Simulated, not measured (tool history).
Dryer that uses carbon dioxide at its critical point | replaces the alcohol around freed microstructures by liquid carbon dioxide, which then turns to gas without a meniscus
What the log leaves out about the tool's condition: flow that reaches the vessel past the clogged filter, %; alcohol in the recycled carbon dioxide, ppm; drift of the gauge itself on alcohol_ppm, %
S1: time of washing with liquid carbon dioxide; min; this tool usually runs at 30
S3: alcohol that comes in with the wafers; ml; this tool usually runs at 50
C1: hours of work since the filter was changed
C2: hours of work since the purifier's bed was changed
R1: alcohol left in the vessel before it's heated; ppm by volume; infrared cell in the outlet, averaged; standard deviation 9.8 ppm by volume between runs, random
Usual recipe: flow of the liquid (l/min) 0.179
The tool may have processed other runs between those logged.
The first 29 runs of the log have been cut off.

{"run": 30, "hour": 524.9, "S1": 32, "flow of the liquid (l/min)": 0.144, "S3": 50, "C1": 220, "C2": 586, "R1": 1367}
{"run": 31, "hour": 537.9, "S1": 32, "flow of the liquid (l/min)": 0.144, "S3": 50, "C1": 226, "C2": 591, "R1": 1359}
{"run": 32, "hour": 560.9, "S1": 32, "flow of the liquid (l/min)": 0.144, "S3": 50, "C1": 236, "C2": 601, "R1": 1361}
{"run": 33, "hour": 582.0, "S1": 32, "flow of the liquid (l/min)": 0.288, "S3": 101, "C1": 245, "C2": 611, "R1": 170}
{"run": 34, "hour": 598.7, "S1": 32, "flow of the liquid (l/min)": 0.288, "S3": 101, "C1": 253, "C2": 618, "R1": 178}
{"run": 35, "hour": 617.6, "S1": 32, "flow of the liquid (l/min)": 0.242, "S3": 111, "C1": 261, "C2": 626, "R1": 365}
{"run": 36, "hour": 637.5, "S1": 32, "flow of the liquid (l/min)": 0.242, "S3": 111, "C1": 269, "C2": 635, "R1": 363}
{"run": 37, "hour": 650.9, "S1": 19, "flow of the liquid (l/min)": 0.181, "S3": 105, "C1": 275, "C2": 641, "R1": 7216}
{"run": 38, "hour": 668.1, "S1": 34, "flow of the liquid (l/min)": 0.179, "S3": 50, "C1": 283, "C2": 648, "R1": 534}
{"run": 39, "hour": 679.6, "S1": 22, "flow of the liquid (l/min)": 0.179, "S3": 69, "C1": 288, "C2": 653, "R1": 3279}
{"run": 40, "hour": 691.1, "S1": 22, "flow of the liquid (l/min)": 0.185, "S3": 64, "C1": 293, "C2": 658, "R1": 2822}
{"run": 41, "hour": 713.0, "S1": 30, "flow of the liquid (l/min)": 0.179, "S3": 26, "C1": 302, "C2": 668, "R1": 509}
{"run": 42, "hour": 727.6, "S1": 23, "flow of the liquid (l/min)": 0.179, "S3": 50, "C1": 309, "C2": 674, "R1": 2178}
{"run": 43, "hour": 746.3, "S1": 23, "flow of the liquid (l/min)": 0.154, "S3": 38, "C1": 317, "C2": 682, "R1": 2556}
{"run": 44, "hour": 756.7, "S1": 23, "flow of the liquid (l/min)": 0.154, "S3": 38, "C1": 321, "C2": 687, "R1": 2489}
{"run": 45, "hour": 767.5, "S1": 23, "flow of the liquid (l/min)": 0.154, "S3": 38, "C1": 326, "C2": 691, "R1": 2547}

Below are 3 alternative next runs, each starting from the tool's condition after run 45. Predict each:
{"run": "A", "hour": 787.2, "S1": 39, "flow of the liquid (l/min)": 0.209, "S3": 74, "C1": 335, "C2": 700, "R1": "?"}
{"run": "B", "hour": 787.2, "S1": 29, "flow of the liquid (l/min)": 0.159, "S3": 59, "C1": 335, "C2": 700, "R1": "?"}
{"run": "C", "hour": 787.2, "S1": 26, "flow of the liquid (l/min)": 0.179, "S3": 58, "C1": 335, "C2": 700, "R1": "?"}

run=A R1=254
run=B R1=1746
run=C R1=1708
Had the tool no hidden state, the same runs would have come out as:
run=A R1=96
run=B R1=1211
run=C R1=1182
